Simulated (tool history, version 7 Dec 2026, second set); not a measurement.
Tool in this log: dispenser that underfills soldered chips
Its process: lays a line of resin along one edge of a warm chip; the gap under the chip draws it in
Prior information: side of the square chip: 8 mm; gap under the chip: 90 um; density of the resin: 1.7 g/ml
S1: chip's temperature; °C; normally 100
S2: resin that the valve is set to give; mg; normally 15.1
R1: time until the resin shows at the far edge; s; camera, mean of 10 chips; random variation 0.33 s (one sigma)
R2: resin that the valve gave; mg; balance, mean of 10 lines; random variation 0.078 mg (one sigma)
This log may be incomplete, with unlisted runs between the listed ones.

{"run": 1, "day": 0.0, "S1": 100, "S2": 15.1, "R1": 23.4, "R2": 14.51}
{"day": 0.079, "done": "new syringe of resin"}
{"run": 2, "day": 0.429, "S1": 89, "S2": 15.1, "R1": 28.7, "R2": 14.36}
{"day": 0.508, "done": "dispensing valve cleaned and set on the balance"}
{"day": 0.692, "done": "new syringe of resin"}
{"run": 3, "day": 0.788, "S1": 89, "S2": 15.1, "R1": 22.6, "R2": 14.92}
{"day": 1.246, "done": "new syringe of resin"}
{"run": 4, "day": 1.275, "S1": 89, "S2": 15.1, "R1": 20.6, "R2": 14.9}
{"run": 5, "day": 1.754, "S1": 89, "S2": 15.1, "R1": 32.7, "R2": 14.94}
{"day": 1.817, "done": "new syringe of resin"}
{"run": 6, "day": 2.079, "S1": 110, "S2": 15.1, "R1": 13.7, "R2": 14.88}
{"day": 2.412, "done": "new syringe of resin"}
{"run": 7, "day": 2.592, "S1": 110, "S2": 15.1, "R1": 12.8, "R2": 14.77}
{"day": 2.979, "done": "new syringe of resin"}
{"run": 8, "day": 3.179, "S1": 110, "S2": 15.1, "R1": 13.1, "R2": 14.73}
{"run": 9, "day": 3.488, "S1": 100, "S2": 14.0, "R1": 24.5, "R2": 13.44}
{"day": 3.562, "done": "new syringe of resin"}
{"day": 4.133, "done": "new syringe of resin"}
{"run": 10, "day": 4.192, "S1": 100, "S2": 14.0, "R1": 15.1, "R2": 13.49}
{"run": 11, "day": 4.529, "S1": 100, "S2": 15.1, "R1": 21.4, "R2": 14.44}
{"day": 4.708, "done": "new syringe of resin"}
{"run": 12, "day": 5.2, "S1": 100, "S2": 19.4, "R1": 22.2, "R2": 18.48}
{"day": 5.279, "done": "new syringe of resin"}
{"day": 5.558, "done": "dispensing valve cleaned and set on the balance"}
{"day": 5.896, "done": "new syringe of resin"}
{"run": 13, "day": 5.896, "S1": 100, "S2": 17.2, "R1": 13.9, "R2": 17.1}
{"day": 6.496, "done": "new syringe of resin"}
{"run": 14, "day": 6.612, "S1": 100, "S2": 17.2, "R1": 15.9, "R2": 17.07}
{"run": 15, "day": 6.946, "S1": 98, "S2": 15.1, "R1": 23.6, "R2": 14.94}
{"day": 7.083, "done": "new syringe of resin"}
{"day": 7.642, "done": "new syringe of resin"}
{"run": 16, "day": 7.65, "S1": 93, "S2": 15.1, "R1": 17.9, "R2": 14.88}
{"run": 17, "day": 8.062, "S1": 93, "S2": 15.1, "R1": 26.2, "R2": 14.74}
{"day": 8.192, "done": "new syringe of resin"}
{"run": 18, "day": 8.696, "S1": 93, "S2": 15.1, "R1": 28.7, "R2": 14.7}
{"day": 8.746, "done": "new syringe of resin"}
{"run": 19, "day": 9.271, "S1": 114, "S2": 16.2, "R1": 15.4, "R2": 15.7}
{"day": 9.333, "done": "new syringe of resin"}
{"run": 20, "day": 9.583, "S1": 98, "S2": 15.9, "R1": 19.1, "R2": 15.28}
{"day": 9.896, "done": "new syringe of resin"}
{"run": 21, "day": 9.979, "S1": 85, "S2": 15.9, "R1": 25.5, "R2": 15.19}
{"run": 22, "day": 10.271, "S1": 105, "S2": 18.3, "R1": 17.4, "R2": 17.57}
{"day": 10.475, "done": "new syringe of resin"}
{"day": 10.617, "done": "dispensing valve cleaned and set on the balance"}
{"run": 23, "day": 10.875, "S1": 105, "S2": 18.3, "R1": 16.8, "R2": 18.27}
{"day": 11.079, "done": "new syringe of resin"}
{"run": 24, "day": 11.512, "S1": 92, "S2": 18.6, "R1": 27.7, "R2": 18.47}
{"day": 11.633, "done": "new syringe of resin"}
{"run": 25, "day": 11.942, "S1": 104, "S2": 15.8, "R1": 17.2, "R2": 15.6}
{"day": 12.05, "done": "stage's temperature calibrated"}
{"day": 12.25, "done": "new syringe of resin"}
{"run": 26, "day": 12.671, "S1": 104, "S2": 15.8, "R1": 18.8, "R2": 15.63}
{"day": 12.808, "done": "new syringe of resin"}
{"day": 13.379, "done": "new syringe of resin"}
{"run": 27, "day": 13.379, "S1": 103, "S2": 16.1, "R1": 12.5, "R2": 15.67}
{"day": 13.983, "done": "new syringe of resin"}
{"run": 28, "day": 14.025, "S1": 103, "S2": 16.1, "R1": 13.2, "R2": 15.53}
{"run": 29, "day": 14.496, "S1": 103, "S2": 16.1, "R1": 21.5, "R2": 15.45}
{"day": 14.562, "done": "new syringe of resin"}
{"run": 30, "day": 14.996, "S1": 114, "S2": 12.8, "R1": 14.8, "R2": 12.26}
{"day": 15.138, "done": "new syringe of resin"}
{"day": 15.692, "done": "dispensing valve cleaned and set on the balance"}
{"day": 15.729, "done": "new syringe of resin"}
{"run": 31, "day": 15.729, "S1": 113, "S2": 15.7, "R1": 9.6, "R2": 15.6}
{"run": 32, "day": 16.075, "S1": 94, "S2": 16.9, "R1": 22.9, "R2": 16.8}
{"day": 16.333, "done": "new syringe of resin"}
{"run": 33, "day": 16.596, "S1": 94, "S2": 16.9, "R1": 21.8, "R2": 16.63}

Alternative continuations, all from the tool just after run 33; predict every row:
{"day": 16.921, "done": "new syringe of resin"}
{"run": "A", "day": 17.0, "S1": 102, "S2": 16.9, "R1": "?", "R2": "?"}
{"day": 16.921, "done": "new syringe of resin"}
{"run": "B", "day": 17.0, "S1": 94, "S2": 16.9, "R1": "?", "R2": "?"}
{"day": 16.921, "done": "new syringe of resin"}
{"run": "C", "day": 17.0, "S1": 114, "S2": 14.2, "R1": "?", "R2": "?"}

run=A R1=13.8 R2=16.59
run=B R1=18.1 R2=16.60
run=C R1=10.8 R2=13.95
Without the tool's unlogged condition, the same runs would have read:
run=A R1=12.6 R2=16.80
run=B R1=16.6 R2=16.81
run=C R1=10.0 R2=14.13
